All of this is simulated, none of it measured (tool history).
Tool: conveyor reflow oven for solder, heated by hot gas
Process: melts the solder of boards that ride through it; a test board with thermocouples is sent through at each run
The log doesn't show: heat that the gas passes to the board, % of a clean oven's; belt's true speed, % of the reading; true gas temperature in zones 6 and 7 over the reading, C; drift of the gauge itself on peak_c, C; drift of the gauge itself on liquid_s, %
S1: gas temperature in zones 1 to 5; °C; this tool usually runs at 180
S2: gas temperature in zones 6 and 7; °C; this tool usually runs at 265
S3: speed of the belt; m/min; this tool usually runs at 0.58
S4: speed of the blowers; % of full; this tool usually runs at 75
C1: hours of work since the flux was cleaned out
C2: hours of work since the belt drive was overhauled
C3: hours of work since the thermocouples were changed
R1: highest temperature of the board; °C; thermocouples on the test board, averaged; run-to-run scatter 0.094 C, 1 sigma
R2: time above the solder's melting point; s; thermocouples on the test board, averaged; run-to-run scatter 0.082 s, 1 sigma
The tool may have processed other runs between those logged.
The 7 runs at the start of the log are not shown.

{"run": 8, "day": 4.488, "S1": 181, "S2": 265, "S3": 0.58, "S4": 75, "C1": 252, "C2": 197, "C3": 708, "R1": 252.02, "R2": 56.49}
{"run": 9, "day": 5.496, "S1": 181, "S2": 269, "S3": 0.58, "S4": 75, "C1": 262, "C2": 207, "C3": 718, "R1": 255.47, "R2": 58.67}
{"run": 10, "day": 6.154, "S1": 181, "S2": 269, "S3": 0.58, "S4": 75, "C1": 268, "C2": 213, "C3": 724, "R1": 255.5, "R2": 58.72}
{"run": 11, "day": 7.075, "S1": 181, "S2": 269, "S3": 0.58, "S4": 75, "C1": 277, "C2": 222, "C3": 733, "R1": 255.6, "R2": 58.64}
{"run": 12, "day": 7.554, "S1": 180, "S2": 265, "S3": 0.58, "S4": 75, "C1": 282, "C2": 227, "C3": 738, "R1": 251.67, "R2": 56.03}
{"run": 13, "day": 8.392, "S1": 180, "S2": 265, "S3": 0.58, "S4": 75, "C1": 290, "C2": 235, "C3": 746, "R1": 251.62, "R2": 56.0}
{"run": 14, "day": 9.279, "S1": 180, "S2": 265, "S3": 0.58, "S4": 75, "C1": 299, "C2": 244, "C3": 755, "R1": 251.86, "R2": 55.91}
{"day": 9.862, "done": "flux residue cleaned out of gas plates and filters"}
{"run": 15, "day": 10.329, "S1": 180, "S2": 266, "S3": 0.58, "S4": 75, "C1": 5, "C2": 252, "C3": 763, "R1": 254.37, "R2": 58.17}
{"run": 16, "day": 10.904, "S1": 180, "S2": 266, "S3": 0.58, "S4": 75, "C1": 10, "C2": 258, "C3": 769, "R1": 254.36, "R2": 58.07}

Run 17 has not been measured yet. What should we expect?
{"run": 17, "day": 11.508, "S1": 180, "S2": 277, "S3": 0.58, "S4": 75, "C1": 16, "C2": 263, "C3": 775, "R1": "?", "R2": "?"}

{"run 17": {"R1": 264.19, "R2": 63.19}}
Minus the tool's unlogged condition, the same run would have read R1 263.23 °C, R2 62.66 s.

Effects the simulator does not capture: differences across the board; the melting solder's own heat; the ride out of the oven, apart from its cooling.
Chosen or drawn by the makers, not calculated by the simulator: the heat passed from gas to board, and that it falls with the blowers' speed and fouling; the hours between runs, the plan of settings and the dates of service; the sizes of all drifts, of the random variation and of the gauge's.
